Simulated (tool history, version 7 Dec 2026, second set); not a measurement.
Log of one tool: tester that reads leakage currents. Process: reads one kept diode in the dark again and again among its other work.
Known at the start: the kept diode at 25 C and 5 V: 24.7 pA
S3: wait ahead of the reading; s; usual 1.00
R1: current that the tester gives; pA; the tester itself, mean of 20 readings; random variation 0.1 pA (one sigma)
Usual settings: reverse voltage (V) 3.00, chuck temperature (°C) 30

Run 1, hour 0.0: usual settings. Result: R1 36.46 pA.
Run 2, hour 44.5: usual settings. Result: R1 36.76 pA.
Run 3, hour 117.0: usual settings but S3 1.53 s. Result: R1 36.71 pA.
Run 4, hour 169.8: usual settings but reverse voltage (V) 4.01. Result: R1 44.48 pA.
At hour 194.1: probe card cleaned and baked.
Run 5, hour 262.4: usual settings but reverse voltage (V) 4.01. Result: R1 38.59 pA.
Run 6, hour 305.9: usual settings but reverse voltage (V) 4.01. Result: R1 38.70 pA.
Run 7, hour 367.8: usual settings but chuck temperature (°C) 24. Result: R1 18.98 pA.
Run 8, hour 451.4: usual settings but chuck temperature (°C) 24. Result: R1 19.19 pA.
At hour 496.9: chuck's temperature calibrated.
Run 9, hour 496.9: usual settings but chuck temperature (°C) 24. Result: R1 18.16 pA.
Run 10, hour 565.1: usual settings but chuck temperature (°C) 24. Result: R1 18.36 pA.
Run 11, hour 630.5: usual settings but chuck temperature (°C) 24. Result: R1 18.43 pA.
Run 12, hour 688.5: usual settings but chuck temperature (°C) 24. Result: R1 18.56 pA.
At hour 699.8: tester calibrated.
Run 13, hour 777.0: usual settings but chuck temperature (°C) 24. Result: R1 18.88 pA.
Run 14, hour 842.1: usual settings but chuck temperature (°C) 46. Result: R1 129.23 pA.
Run 15, hour 900.1: usual settings but chuck temperature (°C) 46. Result: R1 129.08 pA.
Run 16, hour 980.0: usual settings but chuck temperature (°C) 46. Result: R1 129.45 pA.
Run 17, hour 1061.4: usual settings but chuck temperature (°C) 46. Result: R1 129.90 pA.
Run 18, hour 1102.2: usual settings but chuck temperature (°C) 46. Result: R1 130.19 pA.
Run 19, hour 1162.2: usual settings but chuck temperature (°C) 46. Result: R1 130.89 pA.
Run 20, hour 1212.5: usual settings but chuck temperature (°C) 46. Result: R1 130.95 pA.
At hour 1301.3: tester calibrated, once more.
Run 21, hour 1301.3: usual settings but chuck temperature (°C) 46. Result: R1 130.38 pA.
Run 22, hour 1370.8: usual settings but reverse voltage (V) 4.73, chuck temperature (°C) 46. Result: R1 169.88 pA.
Run 23, hour 1439.8: usual settings but chuck temperature (°C) 33, S3 1.06 s. Result: R1 43.75 pA.
Run 24, hour 1488.1: usual settings but chuck temperature (°C) 33, S3 1.06 s. Result: R1 44.07 pA.
Run 25, hour 1554.2: usual settings but reverse voltage (V) 16.36, S3 5.55 s. Result: R1 96.84 pA.
Run 26, hour 1608.0: usual settings but reverse voltage (V) 16.36, S3 5.55 s. Result: R1 97.13 pA.
Run 27, hour 1700.2: usual settings but reverse voltage (V) 16.36, S3 5.55 s. Result: R1 99.38 pA.
Run 28, hour 1799.6: usual settings but reverse voltage (V) 19.93, S3 1.91 s. Result: R1 115.59 pA.
Run 29, hour 1879.7: usual settings but chuck temperature (°C) 26, S3 5.84 s. Result: R1 25.16 pA.
Run 30, hour 1947.2: usual settings but chuck temperature (°C) 26, S3 5.84 s. Result: R1 25.30 pA.
Run 31, hour 2007.0: usual settings but reverse voltage (V) 2.73, S3 3.26 s. Result: R1 33.52 pA.
Run 32, hour 2105.1: usual settings but reverse voltage (V) 15.17, S3 3.26 s. Result: R1 100.08 pA.
Run 33, hour 2162.9: usual settings but reverse voltage (V) 5.84, chuck temperature (°C) 22. Result: R1 30.70 pA.
Run 34, hour 2210.9: usual settings but reverse voltage (V) 5.84, chuck temperature (°C) 22. Result: R1 30.88 pA.
Run 35, hour 2264.7: usual settings but reverse voltage (V) 5.84, chuck temperature (°C) 22. Result: R1 31.18 pA.
Run 36, hour 2309.4: usual settings but reverse voltage (V) 10.42, chuck temperature (°C) 38, S3 6.88 s. Result: R1 147.80 pA.
At hour 2331.8: probe card cleaned and baked.
Run 37, hour 2382.9: usual settings but reverse voltage (V) 10.42, chuck temperature (°C) 38, S3 6.88 s. Result: R1 132.33 pA.
Run 38, hour 2439.0: usual settings but reverse voltage (V) 10.42, chuck temperature (°C) 38, S3 1.11 s. Result: R1 134.33 pA.
Run 39, hour 2490.4: usual settings but reverse voltage (V) 10.42, chuck temperature (°C) 38, S3 1.11 s. Result: R1 134.37 pA.
Run 40, hour 2589.3: usual settings but reverse voltage (V) 1.01, chuck temperature (°C) 53, S3 4.53 s. Result: R1 127.56 pA.
Run 41, hour 2654.4: usual settings but reverse voltage (V) 8.33, chuck temperature (°C) 28. Result: R1 50.19 pA.

Forecast each of these 3 alternatives for the next run:
Run A, hour 2753.7: usual settings but reverse voltage (V) 16.99, chuck temperature (°C) 57. Result: R1 ?.
Run B, hour 2753.7: usual settings but chuck temperature (°C) 33. Result: R1 ?.
Run C, hour 2753.7: usual settings but reverse voltage (V) 10.17, chuck temperature (°C) 33. Result: R1 ?.

run      R1
  A  865.82
  B   43.44
  C   88.37
Without the tool's hidden state the same runs would have given:
run      R1
  A  818.67
  B   40.11
  C   80.35
